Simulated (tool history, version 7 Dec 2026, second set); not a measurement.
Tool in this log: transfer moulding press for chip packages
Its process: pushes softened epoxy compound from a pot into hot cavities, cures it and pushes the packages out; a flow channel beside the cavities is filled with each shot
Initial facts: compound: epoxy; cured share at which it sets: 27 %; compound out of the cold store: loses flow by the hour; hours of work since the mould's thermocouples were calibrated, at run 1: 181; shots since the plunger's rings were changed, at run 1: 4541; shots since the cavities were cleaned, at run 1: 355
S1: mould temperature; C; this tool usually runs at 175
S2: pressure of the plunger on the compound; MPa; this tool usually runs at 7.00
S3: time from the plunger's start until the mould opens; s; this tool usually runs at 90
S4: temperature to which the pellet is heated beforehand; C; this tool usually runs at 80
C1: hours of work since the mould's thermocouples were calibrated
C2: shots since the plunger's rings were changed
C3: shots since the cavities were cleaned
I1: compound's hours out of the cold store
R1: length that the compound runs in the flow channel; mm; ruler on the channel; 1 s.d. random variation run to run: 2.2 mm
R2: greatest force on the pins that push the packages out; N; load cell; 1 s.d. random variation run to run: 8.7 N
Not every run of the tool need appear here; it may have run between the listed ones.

run,hour,S1,S2,S3,S4,C1,C2,C3,I1,R1,R2
1,0.0,175,7.00,90,80,181,4541,355,26.3,508,642
# hour 22.8: cavities cleaned with cleaning compound and waxed
2,39.9,175,7.00,90,80,209,5045,224,46.8,442,568
# hour 74.9: cavities cleaned with cleaning compound and waxed
3,78.1,175,6.29,90,80,234,5525,42,24.4,480,451
4,115.4,178,7.00,90,80,261,6014,531,42.0,450,652
# hour 127.0: cavities cleaned with cleaning compound and waxed
5,150.6,175,6.13,90,80,285,6456,309,32.6,452,616
# hour 178.6: cavities cleaned with cleaning compound and waxed
# hour 193.3: plunger's sealing rings changed
6,210.4,171,6.13,90,80,324,223,383,42.1,449,717
# hour 229.4: cavities cleaned with cleaning compound and waxed
7,253.7,175,7.00,90,82,354,771,318,18.9,542,597
# hour 280.9: cavities cleaned with cleaning compound and waxed
8,318.4,175,7.00,90,82,399,1599,491,28.7,508,681
# hour 333.3: cavities cleaned with cleaning compound and waxed
9,347.8,182,7.00,90,80,418,1965,191,41.7,461,470
# hour 383.8: cavities cleaned with cleaning compound and waxed
10,401.3,182,7.00,90,80,455,2646,229,38.9,462,525
# hour 432.7: cavities cleaned with cleaning compound and waxed
11,466.3,175,7.00,90,80,500,3478,440,29.2,501,662
# hour 480.9: cavities cleaned with cleaning compound and waxed
12,513.7,175,7.00,90,80,533,4079,430,21.0,525,671
# hour 531.1: cavities cleaned with cleaning compound and waxed
13,546.5,175,7.00,90,80,555,4490,203,46.5,448,558
# hour 582.4: cavities cleaned with cleaning compound and waxed
14,601.5,175,7.16,90,86,593,5191,252,12.2,555,596
# hour 631.2: cavities cleaned with cleaning compound and waxed
15,647.4,179,7.16,111,86,624,5772,213,13.8,542,517
# hour 681.0: cavities cleaned with cleaning compound and waxed
16,715.7,174,6.50,79,79,671,6647,455,32.7,463,792
# hour 729.5: cavities cleaned with cleaning compound and waxed
# hour 742.8: plunger's sealing rings changed
# hour 784.7: cavities cleaned with cleaning compound and waxed
17,786.7,174,6.50,79,79,718,555,26,20.2,521,500
18,824.4,171,5.30,129,83,744,1049,520,27.8,457,598
# hour 837.8: cavities cleaned with cleaning compound and waxed
19,878.5,171,5.30,129,83,782,1738,533,32.3,438,608
# hour 890.2: cavities cleaned with cleaning compound and waxed
# hour 929.2: mould's thermocouples calibrated
20,929.2,171,5.30,129,83,0,2357,485,27.6,452,599
# hour 942.9: cavities cleaned with cleaning compound and waxed
21,969.9,171,5.30,129,83,28,2870,354,10.6,503,577
# hour 994.9: cavities cleaned with cleaning compound and waxed
22,1021.8,179,7.99,124,74,63,3531,353,25.3,540,559
# hour 1047.4: cavities cleaned with cleaning compound and waxed
23,1073.0,172,5.82,90,80,99,4181,335,12.3,513,719
# hour 1096.6: cavities cleaned with cleaning compound and waxed
24,1111.1,175,7.78,90,80,125,4661,189,20.3,555,532
# hour 1148.2: cavities cleaned with cleaning compound and waxed
25,1157.8,171,7.44,76,80,157,5254,127,36.3,498,787
# hour 1197.9: cavities cleaned with cleaning compound and waxed
26,1224.8,179,7.86,77,80,203,6111,352,26.1,525,653

Forecast each of these 4 alternatives for the next run:
# hour 1246.2: cavities cleaned with cleaning compound and waxed
A,1283.2,175,5.50,96,80,243,6856,484,44.1,?,?
# hour 1246.2: cavities cleaned with cleaning compound and waxed
B,1283.2,179,6.46,111,80,243,6856,484,19.4,?,?
# hour 1246.2: cavities cleaned with cleaning compound and waxed
C,1283.2,179,7.86,77,71,243,6856,484,19.3,?,?
# hour 1246.2: cavities cleaned with cleaning compound and waxed
D,1283.2,180,6.88,129,80,243,6856,484,19.0,?,?

run,R1,R2
A,396,650
B,491,591
C,547,732
D,508,609
Stripped of hidden state, with their random variation kept, the same runs would have yielded:
run,R1,R2
A,417,374
B,517,337
C,576,425
D,535,351

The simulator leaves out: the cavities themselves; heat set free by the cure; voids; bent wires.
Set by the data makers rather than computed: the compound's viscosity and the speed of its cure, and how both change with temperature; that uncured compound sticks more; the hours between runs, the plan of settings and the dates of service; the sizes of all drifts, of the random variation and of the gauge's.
